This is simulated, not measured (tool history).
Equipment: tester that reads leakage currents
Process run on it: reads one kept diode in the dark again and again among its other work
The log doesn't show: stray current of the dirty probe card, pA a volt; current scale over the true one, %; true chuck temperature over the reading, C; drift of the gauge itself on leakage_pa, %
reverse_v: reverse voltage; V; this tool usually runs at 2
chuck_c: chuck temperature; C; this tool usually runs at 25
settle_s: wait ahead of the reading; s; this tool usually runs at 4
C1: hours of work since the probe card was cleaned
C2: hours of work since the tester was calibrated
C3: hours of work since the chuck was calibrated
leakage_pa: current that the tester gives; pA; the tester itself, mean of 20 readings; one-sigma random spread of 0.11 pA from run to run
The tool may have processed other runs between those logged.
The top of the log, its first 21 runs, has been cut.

run 22 hour=443.3 | reverse_v=2.34 chuck_c=39 settle_s=4 | C1=197 C2=30 C3=1286 | leakage_pa=113.04
run 23 hour=469.6 | reverse_v=2.34 chuck_c=39 settle_s=7.85 | C1=209 C2=43 C3=1299 | leakage_pa=113.26
run 24 hour=495.1 | reverse_v=2.34 chuck_c=39 settle_s=7.85 | C1=222 C2=55 C3=1311 | leakage_pa=113.43
run 25 hour=511.8 | reverse_v=2.34 chuck_c=39 settle_s=7.85 | C1=230 C2=63 C3=1319 | leakage_pa=113.01
run 26 hour=543 | reverse_v=2.34 chuck_c=50 settle_s=8.36 | C1=245 C2=78 C3=1334 | leakage_pa=229.43
-- hour=556.1 tester calibrated, once more
run 27 hour=569 | reverse_v=16.14 chuck_c=50 settle_s=0.54 | C1=256 C2=6 C3=1345 | leakage_pa=732.68
run 28 hour=587.6 | reverse_v=1.18 chuck_c=37 settle_s=0.73 | C1=265 C2=15 C3=1354 | leakage_pa=67.24
run 29 hour=606 | reverse_v=1.18 chuck_c=37 settle_s=0.73 | C1=274 C2=24 C3=1363 | leakage_pa=67.24
run 30 hour=623.9 | reverse_v=7.11 chuck_c=31 settle_s=2.86 | C1=283 C2=33 C3=1372 | leakage_pa=130.87
run 31 hour=656.1 | reverse_v=1.28 chuck_c=53 settle_s=4 | C1=298 C2=48 C3=1387 | leakage_pa=194.59
run 32 hour=688.9 | reverse_v=1.28 chuck_c=53 settle_s=4 | C1=314 C2=64 C3=1403 | leakage_pa=193.78
run 33 hour=702.8 | reverse_v=1.58 chuck_c=36 settle_s=0.79 | C1=321 C2=71 C3=1410 | leakage_pa=75.19
run 34 hour=721.3 | reverse_v=1.58 chuck_c=36 settle_s=0.79 | C1=329 C2=79 C3=1419 | leakage_pa=75.73
run 35 hour=743.7 | reverse_v=9.19 chuck_c=33 settle_s=5.32 | C1=340 C2=90 C3=1429 | leakage_pa=175.48
run 36 hour=770.3 | reverse_v=9.19 chuck_c=33 settle_s=5.32 | C1=353 C2=103 C3=1442 | leakage_pa=175.49
run 37 hour=800.7 | reverse_v=9.19 chuck_c=33 settle_s=5.32 | C1=368 C2=118 C3=1457 | leakage_pa=176.55
run 38 hour=823.2 | reverse_v=2 chuck_c=25 settle_s=8.02 | C1=378 C2=128 C3=1468 | leakage_pa=40.87
run 39 hour=851 | reverse_v=2 chuck_c=25 settle_s=8.02 | C1=392 C2=142 C3=1481 | leakage_pa=40.62

Predict each of these 3 candidate next runs independently; none follows another, all start after run 39:
run A hour=869.1 | reverse_v=2 chuck_c=25 settle_s=0.41 | C1=400 C2=150 C3=1490 | leakage_pa=?
run B hour=869.1 | reverse_v=6.87 chuck_c=20 settle_s=0.52 | C1=400 C2=150 C3=1490 | leakage_pa=?
run C hour=869.1 | reverse_v=2.12 chuck_c=24 settle_s=4 | C1=400 C2=150 C3=1490 | leakage_pa=?

run=A leakage_pa=42.3
run=B leakage_pa=65.8
run=C leakage_pa=39.51
What these runs would have given with no unlogged condition in the tool:
run=A leakage_pa=35.12
run=B leakage_pa=52.97
run=C leakage_pa=32.41
